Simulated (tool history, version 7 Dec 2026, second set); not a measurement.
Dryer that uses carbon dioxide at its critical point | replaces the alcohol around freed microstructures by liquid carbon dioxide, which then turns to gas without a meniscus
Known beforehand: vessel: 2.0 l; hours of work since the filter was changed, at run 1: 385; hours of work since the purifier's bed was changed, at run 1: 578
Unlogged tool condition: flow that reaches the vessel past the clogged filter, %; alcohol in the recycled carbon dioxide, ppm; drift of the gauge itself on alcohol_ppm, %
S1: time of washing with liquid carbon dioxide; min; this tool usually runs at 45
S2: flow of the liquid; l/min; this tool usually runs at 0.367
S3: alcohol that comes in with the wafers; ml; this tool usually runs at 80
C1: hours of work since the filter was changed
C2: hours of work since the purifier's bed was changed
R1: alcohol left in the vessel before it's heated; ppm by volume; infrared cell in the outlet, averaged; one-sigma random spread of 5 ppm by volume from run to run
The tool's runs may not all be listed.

run	day	S1	S2	S3	C1	C2	R1
1	0.000	45	0.367	80	385	578	159
2	0.879	45	0.367	84	394	588	168
3	1.558	45	0.367	84	402	596	182
4	3.150	33	0.367	84	419	613	495
5	4.179	33	0.367	84	431	624	503
6	5.242	45	0.367	80	442	636	185
7	6.104	45	0.367	80	452	646	189
# day 6.904: inlet filter changed
8	7.196	45	0.367	80	3	657	132
9	8.362	45	0.367	80	16	670	147
10	9.921	45	0.367	80	33	687	154
11	11.038	45	0.367	80	45	699	139
12	12.350	45	0.367	80	60	714	155
13	13.621	45	0.367	80	74	728	158
14	14.371	45	0.367	80	82	736	157
15	15.117	45	0.367	80	90	744	164
16	15.838	45	0.367	80	98	752	164
17	16.625	45	0.367	80	107	761	161
18	17.538	45	0.367	80	117	771	159
19	18.304	45	0.221	80	125	779	787
20	19.929	45	0.221	80	143	797	790
21	21.404	45	0.412	80	160	814	149
22	22.096	45	0.412	80	167	821	161
23	23.233	45	0.411	21	180	834	150
24	24.225	45	0.411	21	191	845	157
25	25.138	45	0.344	82	201	855	209
26	26.554	45	0.344	82	216	870	212
27	27.508	45	0.597	81	227	881	165
28	28.262	28	0.367	80	235	889	689
29	29.808	67	0.579	65	252	906	151
30	30.621	45	0.291	80	261	915	357
31	32.000	45	0.367	69	276	930	196
32	33.379	45	0.367	69	291	945	201
33	34.975	45	0.285	80	309	963	411
34	35.975	45	0.285	80	320	974	412
35	37.083	45	0.285	80	332	986	438
36	38.471	54	0.593	28	347	1001	179
37	39.396	45	0.367	76	358	1012	230
38	40.988	30	0.571	71	375	1029	203
39	42.279	38	0.251	80	389	1043	1245
40	43.438	53	0.251	120	402	1056	557
41	44.200	53	0.251	120	410	1064	574
42	45.438	53	0.229	120	424	1078	812
43	47.012	53	0.243	66	441	1095	465

The logged runs with the hidden state left out (each run's random variation unchanged):
run	R1
1	23
2	25
3	34
4	175
5	167
6	24
7	31
8	21
9	31
10	33
11	19
12	30
13	30
14	26
15	28
16	31
17	25
18	25
19	542
20	529
21	8
22	13
23	7
24	8
25	38
26	45
27	13
28	374
29	0
30	126
31	18
32	20
33	142
34	135
35	148
36	9
37	25
38	8
39	612
40	166
41	175
42	292
43	119

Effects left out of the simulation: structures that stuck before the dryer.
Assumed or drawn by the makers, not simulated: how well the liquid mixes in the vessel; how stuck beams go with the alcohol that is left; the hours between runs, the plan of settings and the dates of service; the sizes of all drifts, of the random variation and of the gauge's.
